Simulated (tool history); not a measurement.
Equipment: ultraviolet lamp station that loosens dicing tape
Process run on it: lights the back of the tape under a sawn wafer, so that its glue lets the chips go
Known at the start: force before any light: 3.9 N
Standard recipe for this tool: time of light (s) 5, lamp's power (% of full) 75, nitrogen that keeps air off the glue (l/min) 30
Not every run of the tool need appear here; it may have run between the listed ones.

run,hour,time of light (s),lamp's power (% of full),nitrogen that keeps air off the glue (l/min),force that peels the tape off (N),light that reached the tape (mJ/cm2)
1,0,5,75,30,0.801,376
2,12.5,5,90,30,0.64,450
3,32.1,5,75,26,0.858,366
4,46.9,5,75,26,0.863,362
5,63.6,5,75,26,0.911,369
6,81.5,5,75,26,0.906,358
7,103.3,5,75,30,0.828,356
# hour 114.1: window cleaned of glue's vapour
8,128.1,8,75,30,0.5,533
9,147,10,74,56,0.308,654

Estimate the outcome of run 10 from the log above:
# hour 151.6: window cleaned of glue's vapour, once more
10,158.7,10,74,56,?,?

{"run 10": {"force that peels the tape off (N)": 0.266, "light that reached the tape (mJ/cm2)": 832}}
Take away the tool's hidden state, keep the run-to-run variation as it was, and the same run would have given force that peels the tape off (N) 0.255, light that reached the tape (mJ/cm2) 970.

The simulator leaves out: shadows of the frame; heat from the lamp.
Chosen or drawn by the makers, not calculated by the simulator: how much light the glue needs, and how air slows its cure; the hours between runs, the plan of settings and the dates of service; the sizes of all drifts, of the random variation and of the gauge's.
